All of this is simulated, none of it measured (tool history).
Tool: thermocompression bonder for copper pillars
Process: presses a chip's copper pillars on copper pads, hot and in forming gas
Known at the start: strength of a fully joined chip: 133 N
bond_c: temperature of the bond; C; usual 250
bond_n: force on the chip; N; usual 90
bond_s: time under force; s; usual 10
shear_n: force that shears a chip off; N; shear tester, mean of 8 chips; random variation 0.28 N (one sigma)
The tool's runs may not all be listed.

run	day	bond_c	bond_n	bond_s	shear_n
1	0	250	90	10	52
2	0.721	250	90	10	52.4
3	1.8	250	90	10	52.5
4	2.342	250	90	10	52.1
5	3.425	236	90	10	44.7
6	4.171	236	90	10	45.3
7	4.762	236	90	10	44.3
8	5.35	236	90	10	44.4
9	5.875	236	90	10	44.4
10	6.817	236	90	10	44.6
11	7.825	236	90	10	44.5
12	8.504	236	90	10	44.1
13	9.096	236	90	10	44.8
14	9.567	236	77	10	40.2
15	10.512	236	77	10	40.6
16	11.138	236	77	10	40
17	11.671	236	77	10	39.4
18	12.375	236	77	10	39.8
19	13.05	250	90	7	44.6
20	14.129	250	90	7	44.6
21	15.004	250	90	7	44.7
# day 15.183: heater calibrated with a thermocouple chip
22	15.654	250	90	7	43.3
23	16.779	250	90	7	43.3
# day 16.854: forming gas filter changed
24	17.908	250	90	27	73.7
25	18.533	250	90	27	73.8
26	19.604	271	58	11	50.4
# day 20.092: heater calibrated with a thermocouple chip, once more
27	20.517	271	54	20	64.9
28	21.438	271	54	20	65.5
29	22.288	271	54	20	65.1
30	23.171	271	54	20	65.3
31	24.008	227	85	5	31.1
32	24.771	227	68	5	26.7
33	25.592	227	68	5	26.4
34	26.6	242	103	8	51.2
35	27.25	242	103	8	51.4
36	28.354	242	103	8	51.2
37	28.942	242	103	8	51.2
38	30.096	242	103	8	50.4
39	30.567	237	130	10	60.2

Forecast each of these 5 alternatives for the next run:
A	31.175	251	59	10	?
B	31.175	255	130	17	?
C	31.175	250	115	10	?
D	31.175	249	90	11	?
E	31.175	280	126	13	?

run	shear_n
A	42.5
B	84.5
C	64.2
D	56.5
E	91.9
Without the tool's hidden state the same runs would have given:
run	shear_n
A	43.4
B	86.2
C	65.5
D	57.7
E	93.6
